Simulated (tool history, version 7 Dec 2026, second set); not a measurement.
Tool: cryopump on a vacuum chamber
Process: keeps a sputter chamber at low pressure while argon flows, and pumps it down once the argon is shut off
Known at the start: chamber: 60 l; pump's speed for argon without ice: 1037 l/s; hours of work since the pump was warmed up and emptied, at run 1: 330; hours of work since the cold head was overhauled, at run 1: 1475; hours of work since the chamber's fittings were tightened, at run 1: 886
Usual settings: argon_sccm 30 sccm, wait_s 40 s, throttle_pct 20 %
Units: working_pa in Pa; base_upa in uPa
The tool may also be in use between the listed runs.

run	hour	argon_sccm	wait_s	throttle_pct	hours of work since the pump was warmed up and emptied	hours of work since the cold head was overhauled	hours of work since the chamber's fittings were tightened	working_pa	base_upa
1	0.0	30	40	20	330	1475	886	0.2485	3.33
2	44.1	30	40	26	366	1512	922	0.1919	3.36
3	78.3	30	40	26	395	1540	951	0.1938	3.41
4	125.7	30	40	26	434	1580	990	0.1942	3.41
5	162.6	30	40	26	465	1611	1021	0.1939	3.47
6	210.4	30	40	26	505	1650	1061	0.1949	3.51
7	245.1	30	40	26	533	1679	1090	0.1945	3.54
8	291.9	30	40	17	572	1718	1129	0.2946	3.35
9	344.2	30	40	17	616	1762	1172	0.2939	3.44
10	394.8	30	40	17	658	1804	1214	0.2937	3.42
11	448.1	30	40	17	702	1848	1258	0.2956	3.52
12	482.1	14	40	20	731	1876	1287	0.1185	3.45
13	509.5	14	40	20	753	1899	1309	0.1179	3.51
14	545.2	14	40	20	783	1929	1339	0.1187	3.53
15	572.7	14	40	20	806	1952	1362	0.1191	3.54
16	617.9	14	40	20	843	1989	1400	0.1194	3.59
17	651.1	14	40	20	871	2017	1427	0.1182	3.56
18	678.2	35	35	23	894	2039	1450	0.2628	3.95
19	720.0	35	35	23	928	2074	1485	0.2604	3.99
20	757.1	30	40	51	959	2105	1515	0.1072	3.54
21	799.0	30	40	51	994	2140	1550	0.1074	3.68
22	840.2	30	40	51	1028	2174	1584	0.1090	3.58
23	874.7	30	40	51	1057	2203	1613	0.1095	3.64
24	915.3	16	40	51	1091	2236	1647	0.0590	3.60
# hour 942.6: pump warmed up, emptied and cooled again
25	964.3	12	40	29	18	2273	1683	0.0691	3.56
26	1004.4	12	40	29	51	2306	1717	0.0671	3.51
27	1038.5	13	33	20	80	2335	1745	0.1069	4.19
28	1089.9	13	33	20	122	2377	1788	0.1060	4.18
29	1121.9	25	84	48	149	2404	1815	0.0873	2.02
30	1166.4	25	84	48	186	2441	1852	0.0881	2.03
31	1216.2	32	294	59	228	2483	1893	0.0911	1.15
32	1240.3	32	294	59	248	2503	1913	0.0929	1.18
33	1276.9	22	75	19	278	2533	1943	0.1905	2.25
34	1307.9	17	40	20	304	2559	1969	0.1419	3.53

4 ways to go on from here, each from the tool as it stands after run 34. What would each give?
A	1345.5	30	40	45	335	2590	2001	?	?
B	1345.5	17	40	40	335	2590	2001	?	?
C	1345.5	18	32	36	335	2590	2001	?	?
D	1345.5	44	40	20	335	2590	2001	?	?

run	working_pa	base_upa
A	0.1135	3.74
B	0.0730	3.67
C	0.0842	4.37
D	0.3669	3.67
Without the tool's hidden state the same runs would have given:
run	working_pa	base_upa
A	0.1091	3.18
B	0.0705	3.14
C	0.0816	3.83
D	0.3604	3.14
